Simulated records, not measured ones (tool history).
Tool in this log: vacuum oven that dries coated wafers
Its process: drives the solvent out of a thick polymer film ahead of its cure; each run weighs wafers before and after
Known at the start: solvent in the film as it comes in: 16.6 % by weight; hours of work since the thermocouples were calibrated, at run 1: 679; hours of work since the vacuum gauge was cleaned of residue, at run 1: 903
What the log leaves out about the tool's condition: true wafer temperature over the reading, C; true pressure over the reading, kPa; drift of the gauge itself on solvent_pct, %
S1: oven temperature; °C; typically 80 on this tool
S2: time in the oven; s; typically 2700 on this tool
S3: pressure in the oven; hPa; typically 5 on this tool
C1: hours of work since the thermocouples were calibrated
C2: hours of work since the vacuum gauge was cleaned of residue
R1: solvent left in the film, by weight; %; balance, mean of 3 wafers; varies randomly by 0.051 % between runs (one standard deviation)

run 1 hour=0 | S1=80 S2=2700 S3=5 | C1=679 C2=903 | R1=1.42
run 2 hour=33.5 | S1=80 S2=2700 S3=5 | C1=706 C2=930 | R1=1.3
run 3 hour=67.8 | S1=80 S2=2700 S3=5 | C1=734 C2=957 | R1=1.38
-- hour=75.4 oven's thermocouples calibrated
run 4 hour=97.5 | S1=80 S2=2700 S3=5 | C1=18 C2=979 | R1=1.27
run 5 hour=118.7 | S1=80 S2=2700 S3=5 | C1=35 C2=996 | R1=1.25
run 6 hour=140.2 | S1=80 S2=2700 S3=5 | C1=52 C2=1014 | R1=1.29
run 7 hour=159 | S1=80 S2=2700 S3=11.71 | C1=67 C2=1029 | R1=1.64
run 8 hour=177.5 | S1=80 S2=2700 S3=11.71 | C1=82 C2=1043 | R1=1.71
run 9 hour=204.2 | S1=80 S2=2700 S3=5.92 | C1=103 C2=1065 | R1=1.3
run 10 hour=224.2 | S1=80 S2=2700 S3=5 | C1=119 C2=1081 | R1=1.28
run 11 hour=257.9 | S1=80 S2=2700 S3=5 | C1=146 C2=1108 | R1=1.3
run 12 hour=279.1 | S1=80 S2=2700 S3=5 | C1=163 C2=1125 | R1=1.15
run 13 hour=305.5 | S1=80 S2=2700 S3=5 | C1=184 C2=1146 | R1=1.3
run 14 hour=339.4 | S1=80 S2=2700 S3=5 | C1=211 C2=1173 | R1=1.33
-- hour=343.5 vacuum gauge cleaned of residue and calibrated
run 15 hour=369.6 | S1=80 S2=2700 S3=5 | C1=234 C2=21 | R1=1.48
run 16 hour=398.1 | S1=80 S2=2700 S3=10.88 | C1=257 C2=44 | R1=1.8
-- hour=418.4 vacuum gauge cleaned of residue and calibrated, once more
run 17 hour=419.8 | S1=80 S2=4140 S3=10.88 | C1=273 C2=1 | R1=0.91
run 18 hour=437.7 | S1=80 S2=4140 S3=10.88 | C1=287 C2=15 | R1=0.84
run 19 hour=464.3 | S1=90 S2=2820 S3=5.83 | C1=309 C2=37 | R1=0.34
run 20 hour=482.2 | S1=90 S2=2820 S3=5.83 | C1=323 C2=51 | R1=0.32
run 21 hour=497.9 | S1=89 S2=3960 S3=4.78 | C1=336 C2=64 | R1=0.26
run 22 hour=514.9 | S1=75 S2=2640 S3=4.78 | C1=349 C2=77 | R1=2.23
run 23 hour=532.8 | S1=75 S2=2640 S3=4.78 | C1=363 C2=92 | R1=2.38
run 24 hour=559.3 | S1=67 S2=4380 S3=3.48 | C1=385 C2=113 | R1=2.99
run 25 hour=583.6 | S1=67 S2=4380 S3=3.48 | C1=404 C2=132 | R1=2.95
run 26 hour=611.6 | S1=78 S2=1500 S3=3.48 | C1=426 C2=155 | R1=3.6
run 27 hour=630 | S1=74 S2=4500 S3=2.78 | C1=441 C2=169 | R1=0.96
run 28 hour=668.3 | S1=74 S2=4500 S3=2.78 | C1=472 C2=200 | R1=1
run 29 hour=695.8 | S1=91 S2=3060 S3=8.29 | C1=494 C2=222 | R1=0.48
run 30 hour=724.8 | S1=67 S2=1320 S3=17.8 | C1=517 C2=245 | R1=9.37
run 31 hour=748.7 | S1=78 S2=2700 S3=6.96 | C1=536 C2=264 | R1=1.7
run 32 hour=770.8 | S1=78 S2=1800 S3=5.38 | C1=554 C2=282 | R1=3.04

Entry by entry between the runs, the difference in hidden state between the last listed run before and the first listed run after:
After run 3, before run 4: oven's thermocouples calibrated (hour 75.4)
  true wafer temperature over the reading, C: -1.17 -> -0.14; true pressure over the reading, kPa: 0.32 -> 0.328
  measured value less the no-hidden-state value, R1: +0.41 -> +0.24 %
After run 14, before run 15: vacuum gauge cleaned of residue and calibrated (hour 343.5)
  true wafer temperature over the reading, C: -0.41 -> -0.44; true pressure over the reading, kPa: 0.392 -> 0.618
  measured value less the no-hidden-state value, R1: +0.32 -> +0.48 %
After run 16, before run 17: vacuum gauge cleaned of residue and calibrated, once more (hour 418.4)
  true wafer temperature over the reading, C: -0.47 -> -0.5; true pressure over the reading, kPa: 0.627 -> 0.001
  measured value less the no-hidden-state value, R1: +0.5 -> +0.04 %
